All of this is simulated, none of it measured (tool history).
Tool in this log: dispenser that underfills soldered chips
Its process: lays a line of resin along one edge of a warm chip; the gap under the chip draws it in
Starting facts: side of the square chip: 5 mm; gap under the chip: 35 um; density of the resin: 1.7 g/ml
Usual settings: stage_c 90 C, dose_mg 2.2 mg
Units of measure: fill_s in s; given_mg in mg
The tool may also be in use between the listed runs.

Run 1, hour 0: usual settings. Result: fill_s 59.2 s, given_mg 2.184 mg.
At hour 2.6: new syringe of resin.
Run 2, hour 3.7: usual settings. Result: fill_s 40 s, given_mg 2.176 mg.
Run 3, hour 6.1: usual settings. Result: fill_s 43.6 s, given_mg 2.179 mg.
Run 4, hour 9.6: usual settings. Result: fill_s 50.9 s, given_mg 2.2 mg.
Run 5, hour 13: usual settings but dose_mg 2.01 mg. Result: fill_s 59.8 s, given_mg 1.984 mg.
At hour 16.2: new syringe of resin.
Run 6, hour 17.2: usual settings but dose_mg 2.01 mg. Result: fill_s 40.3 s, given_mg 1.996 mg.
Run 7, hour 21.6: usual settings but dose_mg 2.01 mg. Result: fill_s 48.4 s, given_mg 1.987 mg.
Run 8, hour 23.9: usual settings. Result: fill_s 53.9 s, given_mg 2.158 mg.
Run 9, hour 27.5: usual settings. Result: fill_s 60.4 s, given_mg 2.151 mg.
At hour 29.7: new syringe of resin.
Run 10, hour 30.8: usual settings. Result: fill_s 39 s, given_mg 2.151 mg.
Run 11, hour 34.9: usual settings. Result: fill_s 46.9 s, given_mg 2.177 mg.
Run 12, hour 38.3: usual settings. Result: fill_s 55 s, given_mg 2.138 mg.
Run 13, hour 42.3: usual settings. Result: fill_s 66 s, given_mg 2.153 mg.
At hour 43.2: new syringe of resin.
Run 14, hour 45.2: usual settings but stage_c 86 C. Result: fill_s 46.7 s, given_mg 2.14 mg.
Run 15, hour 48.9: usual settings but stage_c 86 C. Result: fill_s 56.2 s, given_mg 2.134 mg.
Run 16, hour 52.2: usual settings but stage_c 86 C, dose_mg 2.03 mg. Result: fill_s 65 s, given_mg 1.977 mg.
Run 17, hour 54.7: usual settings but stage_c 80 C. Result: fill_s 88.3 s, given_mg 2.12 mg.
At hour 56.7: new syringe of resin.
Run 18, hour 59.7: usual settings but stage_c 80 C. Result: fill_s 65.1 s, given_mg 2.134 mg.
Run 19, hour 61.8: usual settings but stage_c 80 C. Result: fill_s 68.6 s, given_mg 2.123 mg.
Run 20, hour 64.5: usual settings but stage_c 80 C. Result: fill_s 77.7 s, given_mg 2.137 mg.
Run 21, hour 67.8: usual settings but stage_c 80 C. Result: fill_s 90.6 s, given_mg 2.125 mg.

Expected results for the next run?
At hour 70.5: new syringe of resin.
Run 22, hour 72.3: usual settings but stage_c 82 C, dose_mg 2.82 mg. Result: fill_s ?, given_mg ?.

{"run 22": {"fill_s": 54.3, "given_mg": 2.704}}
With the hidden condition absent and the run-to-run variation left alone, this run would have shown fill_s 51.4 s, given_mg 2.808 mg.

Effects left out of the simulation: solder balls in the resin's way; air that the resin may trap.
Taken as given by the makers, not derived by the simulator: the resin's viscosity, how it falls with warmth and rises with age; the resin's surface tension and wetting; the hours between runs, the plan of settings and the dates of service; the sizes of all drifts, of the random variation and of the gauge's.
